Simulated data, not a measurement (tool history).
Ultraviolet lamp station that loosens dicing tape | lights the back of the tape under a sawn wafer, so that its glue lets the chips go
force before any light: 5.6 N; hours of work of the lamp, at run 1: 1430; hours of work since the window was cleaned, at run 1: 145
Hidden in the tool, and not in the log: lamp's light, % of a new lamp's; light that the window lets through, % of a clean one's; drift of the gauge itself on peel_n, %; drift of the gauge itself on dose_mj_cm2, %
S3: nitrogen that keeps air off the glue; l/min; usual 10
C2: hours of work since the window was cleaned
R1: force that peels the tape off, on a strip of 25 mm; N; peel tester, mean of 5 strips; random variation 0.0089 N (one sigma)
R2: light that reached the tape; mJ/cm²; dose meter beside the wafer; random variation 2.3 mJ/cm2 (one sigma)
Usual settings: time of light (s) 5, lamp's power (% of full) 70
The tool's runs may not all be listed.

Run 1, day 0: usual settings; hours of work of the lamp 1430; C2 145. Result: R1 0.371 N, R2 207 mJ/cm².
Run 2, day 2.921: usual settings; hours of work of the lamp 1481; C2 196. Result: R1 0.367 N, R2 210 mJ/cm².
Run 3, day 4.696: usual settings but lamp's power (% of full) 85; hours of work of the lamp 1511; C2 226. Result: R1 0.302 N, R2 250 mJ/cm².
Run 4, day 6.379: usual settings but lamp's power (% of full) 85; hours of work of the lamp 1541; C2 256. Result: R1 0.309 N, R2 247 mJ/cm².
Run 5, day 8.362: usual settings but lamp's power (% of full) 85; hours of work of the lamp 1575; C2 290. Result: R1 0.301 N, R2 251 mJ/cm².
Run 6, day 10.696: usual settings; hours of work of the lamp 1615; C2 330. Result: R1 0.361 N, R2 209 mJ/cm².
At day 13.804: window cleaned of glue's vapour.
Run 7, day 13.825: usual settings; hours of work of the lamp 1669; C2 0. Result: R1 0.364 N, R2 205 mJ/cm².
Run 8, day 15.412: usual settings; hours of work of the lamp 1697; C2 28. Result: R1 0.383 N, R2 204 mJ/cm².
Run 9, day 16.817: usual settings but lamp's power (% of full) 66; hours of work of the lamp 1721; C2 52. Result: R1 0.412 N, R2 193 mJ/cm².
At day 17.133: lamp changed.
Run 10, day 18.683: usual settings but lamp's power (% of full) 66; hours of work of the lamp 27; C2 84. Result: R1 0.413 N, R2 195 mJ/cm².
Run 11, day 21.717: usual settings but lamp's power (% of full) 66; hours of work of the lamp 80; C2 137. Result: R1 0.408 N, R2 192 mJ/cm².
Run 12, day 23.625: usual settings but time of light (s) 3, lamp's power (% of full) 65; hours of work of the lamp 113; C2 170. Result: R1 0.921 N, R2 117 mJ/cm².
Run 13, day 25.729: usual settings but time of light (s) 6, lamp's power (% of full) 65, S3 4 l/min; hours of work of the lamp 149; C2 206. Result: R1 0.442 N, R2 228 mJ/cm².
Run 14, day 28.488: usual settings but time of light (s) 6, lamp's power (% of full) 66, S3 4 l/min; hours of work of the lamp 197; C2 254. Result: R1 0.455 N, R2 233 mJ/cm².
Run 15, day 30.75: usual settings but time of light (s) 9, lamp's power (% of full) 99, S3 8 l/min; hours of work of the lamp 236; C2 293. Result: R1 0.245 N, R2 527 mJ/cm².
Run 16, day 33.288: usual settings but time of light (s) 2, lamp's power (% of full) 79, S3 12 l/min; hours of work of the lamp 280; C2 337. Result: R1 1.17 N, R2 90 mJ/cm².
Run 17, day 35.496: usual settings but time of light (s) 2, lamp's power (% of full) 79, S3 12 l/min; hours of work of the lamp 319; C2 376. Result: R1 1.133 N, R2 95 mJ/cm².
At day 36.004: window cleaned of glue's vapour.
Run 18, day 36.875: usual settings but time of light (s) 8, S3 8 l/min; hours of work of the lamp 342; C2 15. Result: R1 0.261 N, R2 333 mJ/cm².
Run 19, day 39.812: usual settings but time of light (s) 3, lamp's power (% of full) 76, S3 19 l/min; hours of work of the lamp 393; C2 66. Result: R1 0.578 N, R2 132 mJ/cm².

4 ways to go on from here, each from the tool as it stands after run 19. What would each give?
Run A, day 42.121: usual settings but time of light (s) 6; hours of work of the lamp 433; C2 106. Result: R1 ?, R2 ?.
Run B, day 42.121: usual settings but time of light (s) 2, lamp's power (% of full) 64, S3 6 l/min; hours of work of the lamp 433; C2 106. Result: R1 ?, R2 ?.
Run C, day 42.121: usual settings but time of light (s) 3, lamp's power (% of full) 60, S3 3 l/min; hours of work of the lamp 433; C2 106. Result: R1 ?, R2 ?.
Run D, day 42.121: usual settings but time of light (s) 3, lamp's power (% of full) 62, S3 19 l/min; hours of work of the lamp 433; C2 106. Result: R1 ?, R2 ?.

run     R1   R2
  A  0.321  249
  B  1.866   75
  C  1.625  104
  D   0.81  106
Without the tool's hidden state the same runs would have given:
run     R1   R2
  A  0.321  250
  B  1.863   75
  C  1.622  104
  D  0.808  106

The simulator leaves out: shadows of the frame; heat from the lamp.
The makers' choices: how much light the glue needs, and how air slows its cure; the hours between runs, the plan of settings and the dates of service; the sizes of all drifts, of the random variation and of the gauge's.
